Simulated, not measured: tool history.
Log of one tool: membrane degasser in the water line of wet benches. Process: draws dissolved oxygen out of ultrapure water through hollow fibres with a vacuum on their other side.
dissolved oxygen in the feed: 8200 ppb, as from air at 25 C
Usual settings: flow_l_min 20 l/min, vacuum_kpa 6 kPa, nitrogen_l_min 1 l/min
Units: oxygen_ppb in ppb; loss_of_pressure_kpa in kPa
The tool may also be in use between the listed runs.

run 1 hour=0 | flow_l_min=20 vacuum_kpa=6 nitrogen_l_min=1 | oxygen_ppb=144.2 loss_of_pressure_kpa=53.06
run 2 hour=122.2 | flow_l_min=20 vacuum_kpa=6 nitrogen_l_min=1 | oxygen_ppb=148.2 loss_of_pressure_kpa=53.13
run 3 hour=237.1 | flow_l_min=20 vacuum_kpa=6 nitrogen_l_min=1 | oxygen_ppb=145.7 loss_of_pressure_kpa=53.51
run 4 hour=335.4 | flow_l_min=20 vacuum_kpa=6 nitrogen_l_min=0.78 | oxygen_ppb=175.9 loss_of_pressure_kpa=53.55
run 5 hour=441.7 | flow_l_min=20 vacuum_kpa=6 nitrogen_l_min=0.78 | oxygen_ppb=177.2 loss_of_pressure_kpa=53.52
run 6 hour=587.9 | flow_l_min=20 vacuum_kpa=6 nitrogen_l_min=0.78 | oxygen_ppb=179.9 loss_of_pressure_kpa=53.88
run 7 hour=753.1 | flow_l_min=20 vacuum_kpa=6 nitrogen_l_min=0.78 | oxygen_ppb=179.3 loss_of_pressure_kpa=53.92
run 8 hour=892.1 | flow_l_min=20 vacuum_kpa=6 nitrogen_l_min=0.78 | oxygen_ppb=179 loss_of_pressure_kpa=54.1
run 9 hour=1085.7 | flow_l_min=20 vacuum_kpa=6 nitrogen_l_min=0.78 | oxygen_ppb=182.6 loss_of_pressure_kpa=54.06
run 10 hour=1309 | flow_l_min=20 vacuum_kpa=6 nitrogen_l_min=0.57 | oxygen_ppb=231.6 loss_of_pressure_kpa=54.22
run 11 hour=1533.1 | flow_l_min=20 vacuum_kpa=6 nitrogen_l_min=2.36 | oxygen_ppb=76.8 loss_of_pressure_kpa=54.56
run 12 hour=1641 | flow_l_min=20 vacuum_kpa=6 nitrogen_l_min=2.36 | oxygen_ppb=77 loss_of_pressure_kpa=54.53
run 13 hour=1793.8 | flow_l_min=32 vacuum_kpa=6 nitrogen_l_min=1 | oxygen_ppb=267.5 loss_of_pressure_kpa=87.86
run 14 hour=1987.6 | flow_l_min=14 vacuum_kpa=6 nitrogen_l_min=1 | oxygen_ppb=102.9 loss_of_pressure_kpa=38.55
run 15 hour=2155.6 | flow_l_min=14 vacuum_kpa=6 nitrogen_l_min=1 | oxygen_ppb=95.3 loss_of_pressure_kpa=38.53
run 16 hour=2294.1 | flow_l_min=20 vacuum_kpa=6 nitrogen_l_min=1 | oxygen_ppb=143.1 loss_of_pressure_kpa=55.01
run 17 hour=2421.5 | flow_l_min=20 vacuum_kpa=6 nitrogen_l_min=1 | oxygen_ppb=144.5 loss_of_pressure_kpa=55.14
run 18 hour=2649.6 | flow_l_min=12 vacuum_kpa=11.41 nitrogen_l_min=0.66 | oxygen_ppb=331.4 loss_of_pressure_kpa=33.15
run 19 hour=2784 | flow_l_min=21 vacuum_kpa=8.76 nitrogen_l_min=0.43 | oxygen_ppb=516.7 loss_of_pressure_kpa=58.45
run 20 hour=2941.7 | flow_l_min=13 vacuum_kpa=9.5 nitrogen_l_min=1.01 | oxygen_ppb=191.8 loss_of_pressure_kpa=36.34
run 21 hour=3141 | flow_l_min=12 vacuum_kpa=7.75 nitrogen_l_min=2.9 | oxygen_ppb=48.9 loss_of_pressure_kpa=29.76
run 22 hour=3346 | flow_l_min=12 vacuum_kpa=7.75 nitrogen_l_min=2.9 | oxygen_ppb=48.2 loss_of_pressure_kpa=29.57
run 23 hour=3503.1 | flow_l_min=12 vacuum_kpa=7.75 nitrogen_l_min=2.9 | oxygen_ppb=49.6 loss_of_pressure_kpa=29.63
run 24 hour=3635.4 | flow_l_min=12 vacuum_kpa=9.69 nitrogen_l_min=1.35 | oxygen_ppb=140.4 loss_of_pressure_kpa=29.79
run 25 hour=3735.8 | flow_l_min=12 vacuum_kpa=5.43 nitrogen_l_min=1.35 | oxygen_ppb=51.1 loss_of_pressure_kpa=29.96
run 26 hour=3919.4 | flow_l_min=12 vacuum_kpa=5.43 nitrogen_l_min=1.35 | oxygen_ppb=51.1 loss_of_pressure_kpa=29.72
run 27 hour=4038.3 | flow_l_min=20 vacuum_kpa=7.6 nitrogen_l_min=0.65 | oxygen_ppb=295 loss_of_pressure_kpa=49.88
run 28 hour=4185.2 | flow_l_min=29 vacuum_kpa=7.7 nitrogen_l_min=1 | oxygen_ppb=312.8 loss_of_pressure_kpa=72.25
run 29 hour=4309.7 | flow_l_min=20 vacuum_kpa=6 nitrogen_l_min=2.84 | oxygen_ppb=57.4 loss_of_pressure_kpa=49.81
run 30 hour=4447 | flow_l_min=20 vacuum_kpa=6 nitrogen_l_min=0.43 | oxygen_ppb=268.1 loss_of_pressure_kpa=50.36
run 31 hour=4598.3 | flow_l_min=29 vacuum_kpa=8.27 nitrogen_l_min=0.86 | oxygen_ppb=380.1 loss_of_pressure_kpa=72.95
run 32 hour=4723.9 | flow_l_min=18 vacuum_kpa=6.85 nitrogen_l_min=0.68 | oxygen_ppb=216.4 loss_of_pressure_kpa=45.59
run 33 hour=4871.6 | flow_l_min=14 vacuum_kpa=9.54 nitrogen_l_min=1 | oxygen_ppb=209.1 loss_of_pressure_kpa=35.18

Not shown: 4 entries that the log had between the listed runs. Between which runs, and how does the tool's hidden state differ before and after?
Between runs 10 and 11: seals of the vacuum lines changed (hour 1324)
  membrane still open, %: 90.6 -> 90.3; true pressure behind the membrane over the reading, kPa: 0.23 -> 0.24; air that leaks in behind the membrane, l/min: 0.0109 -> 0.004
  measured less the result without the state, oxygen_ppb: +23.6 -> +12.6 ppb; loss_of_pressure_kpa: +5.11 -> +5.3 kPa
Between runs 14 and 15: vacuum gauge calibrated (hour 2087.4)
  membrane still open, %: 89.7 -> 89.4; true pressure behind the membrane over the reading, kPa: 0.26 -> 0.02; air that leaks in behind the membrane, l/min: 0.0052 -> 0.0056
  measured less the result without the state, oxygen_ppb: +11.2 -> +3.7 ppb; loss_of_pressure_kpa: +3.99 -> +4.08 kPa
Between runs 20 and 21: membrane cartridge changed (hour 3063.4)
  membrane still open, %: 88.3 -> 99.9; true pressure behind the membrane over the reading, kPa: 0.06 -> 0.07; air that leaks in behind the membrane, l/min: 0.0078 -> 0.0083
  measured less the result without the state, oxygen_ppb: +5.7 -> +1.5 ppb; loss_of_pressure_kpa: +4.23 -> +0.03 kPa
Between runs 27 and 28: seals of the vacuum lines changed (hour 4185.2)
  membrane still open, %: 98.7 -> 98.5; true pressure behind the membrane over the reading, kPa: 0.12 -> 0.13; air that leaks in behind the membrane, l/min: 0.0108 -> 0.0017
  measured less the result without the state, oxygen_ppb: +9.1 -> +10 ppb; loss_of_pressure_kpa: +0.65 -> +1.09 kPa
